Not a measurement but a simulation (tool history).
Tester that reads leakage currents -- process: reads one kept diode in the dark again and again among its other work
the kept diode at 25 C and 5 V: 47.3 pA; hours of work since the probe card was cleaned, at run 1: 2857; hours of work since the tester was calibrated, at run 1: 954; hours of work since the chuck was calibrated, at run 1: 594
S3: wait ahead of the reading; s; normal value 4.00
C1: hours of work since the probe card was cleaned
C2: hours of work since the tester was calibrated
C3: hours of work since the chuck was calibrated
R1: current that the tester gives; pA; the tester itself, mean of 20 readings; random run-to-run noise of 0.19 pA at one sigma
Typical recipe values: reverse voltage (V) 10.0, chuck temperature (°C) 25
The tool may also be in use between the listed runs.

Run 1, hour 0.0: usual settings; C1 2857; C2 954; C3 594. Result: R1 68.45 pA.
Run 2, hour 38.8: usual settings but reverse voltage (V) 1.6; C1 2879; C2 976; C3 615. Result: R1 34.75 pA.
Run 3, hour 100.8: usual settings; C1 2914; C2 1011; C3 650. Result: R1 69.21 pA.
Run 4, hour 136.6: usual settings but chuck temperature (°C) 43; C1 2934; C2 1031; C3 670. Result: R1 243.50 pA.
Run 5, hour 189.9: usual settings but chuck temperature (°C) 43; C1 2964; C2 1061; C3 701. Result: R1 243.60 pA.
Run 6, hour 238.5: usual settings but chuck temperature (°C) 43; C1 2992; C2 1089; C3 728. Result: R1 245.06 pA.
Run 7, hour 290.7: usual settings; C1 3021; C2 1118; C3 757. Result: R1 70.10 pA.
Run 8, hour 336.5: usual settings but reverse voltage (V) 1.1; C1 3047; C2 1144; C3 783. Result: R1 30.88 pA.
Run 9, hour 398.5: usual settings; C1 3082; C2 1179; C3 818. Result: R1 70.59 pA.
Run 10, hour 455.1: usual settings but reverse voltage (V) 18.5; C1 3114; C2 1210; C3 850. Result: R1 90.91 pA.
Run 11, hour 514.5: usual settings but reverse voltage (V) 11.1; C1 3147; C2 1244; C3 883. Result: R1 73.76 pA.
Run 12, hour 567.3: usual settings but chuck temperature (°C) 43; C1 3177; C2 1274; C3 913. Result: R1 248.79 pA.
Run 13, hour 626.6: usual settings but chuck temperature (°C) 43; C1 3210; C2 1307; C3 946. Result: R1 251.29 pA.
At hour 657.5: probe card cleaned and baked.
Run 14, hour 691.6: usual settings but S3 1.73 s; C1 19; C2 1342; C3 981. Result: R1 69.13 pA.
Run 15, hour 726.9: usual settings but reverse voltage (V) 1.0; C1 39; C2 1362; C3 1001. Result: R1 30.47 pA.
Run 16, hour 780.7: usual settings but reverse voltage (V) 1.0; C1 69; C2 1392; C3 1031. Result: R1 30.15 pA.
Run 17, hour 830.0: usual settings but reverse voltage (V) 1.0; C1 97; C2 1420; C3 1059. Result: R1 30.50 pA.
Run 18, hour 878.4: usual settings but reverse voltage (V) 1.0; C1 124; C2 1447; C3 1086. Result: R1 30.64 pA.
Run 19, hour 931.8: usual settings but reverse voltage (V) 1.0; C1 154; C2 1477; C3 1116. Result: R1 30.59 pA.
Run 20, hour 969.4: usual settings; C1 176; C2 1498; C3 1138. Result: R1 68.94 pA.
Run 21, hour 1027.5: usual settings; C1 208; C2 1531; C3 1170. Result: R1 70.05 pA.
Run 22, hour 1085.0: usual settings but reverse voltage (V) 1.4, chuck temperature (°C) 39; C1 241; C2 1563; C3 1203. Result: R1 96.91 pA.
Run 23, hour 1128.0: usual settings but reverse voltage (V) 1.4, chuck temperature (°C) 39; C1 265; C2 1588; C3 1227. Result: R1 96.85 pA.
Run 24, hour 1186.7: usual settings but reverse voltage (V) 8.4, chuck temperature (°C) 24, S3 6.10 s; C1 298; C2 1621; C3 1260. Result: R1 61.19 pA.
Run 25, hour 1232.0: usual settings but reverse voltage (V) 3.6, chuck temperature (°C) 28, S3 0.61 s; C1 323; C2 1646; C3 1285. Result: R1 63.44 pA.
Run 26, hour 1262.4: usual settings but reverse voltage (V) 3.6, chuck temperature (°C) 28, S3 0.61 s; C1 341; C2 1663; C3 1303. Result: R1 63.56 pA.
Run 27, hour 1294.5: usual settings but reverse voltage (V) 3.9, chuck temperature (°C) 28, S3 4.37 s; C1 359; C2 1681; C3 1321. Result: R1 63.29 pA.
Run 28, hour 1339.4: usual settings but reverse voltage (V) 1.1, S3 3.56 s; C1 384; C2 1707; C3 1346. Result: R1 32.41 pA.
At hour 1351.0: chuck's temperature calibrated.
Run 29, hour 1376.5: usual settings but reverse voltage (V) 1.1, S3 3.56 s; C1 404; C2 1726; C3 14. Result: R1 28.58 pA.
Run 30, hour 1439.1: usual settings but reverse voltage (V) 1.3, S3 1.00 s; C1 439; C2 1762; C3 50. Result: R1 30.95 pA.
Run 31, hour 1490.1: usual settings but reverse voltage (V) 1.3, S3 1.00 s; C1 468; C2 1790; C3 78. Result: R1 30.77 pA.
Run 32, hour 1537.4: usual settings but reverse voltage (V) 3.5, S3 3.11 s; C1 494; C2 1817; C3 105. Result: R1 43.47 pA.
Run 33, hour 1567.7: usual settings but reverse voltage (V) 16.0, chuck temperature (°C) 50, S3 2.95 s; C1 511; C2 1834; C3 122. Result: R1 439.40 pA.
Run 34, hour 1629.3: usual settings but chuck temperature (°C) 38; C1 546; C2 1869; C3 157. Result: R1 163.76 pA.
Run 35, hour 1682.6: usual settings but chuck temperature (°C) 38, S3 1.27 s; C1 576; C2 1899; C3 187. Result: R1 166.60 pA.
Run 36, hour 1728.3: usual settings but reverse voltage (V) 19.6, chuck temperature (°C) 37, S3 4.19 s; C1 602; C2 1924; C3 212. Result: R1 196.09 pA.
Run 37, hour 1786.9: usual settings but reverse voltage (V) 3.4, chuck temperature (°C) 37, S3 6.23 s; C1 635; C2 1957; C3 245. Result: R1 106.15 pA.
Run 38, hour 1821.1: usual settings but chuck temperature (°C) 27; C1 654; C2 1977; C3 265. Result: R1 75.45 pA.
Run 39, hour 1882.0: usual settings but reverse voltage (V) 8.6, S3 1.25 s; C1 688; C2 2011; C3 299. Result: R1 63.54 pA.

What does the tool deliver on the next run?
Run 40, hour 1913.8: usual settings but S3 1.34 s; C1 706; C2 2029; C3 317. Result: R1 ?.

Run 40 yielded R1 66.88 pA.
Minus the tool's unlogged condition, the same run would have read R1 62.90 pA.
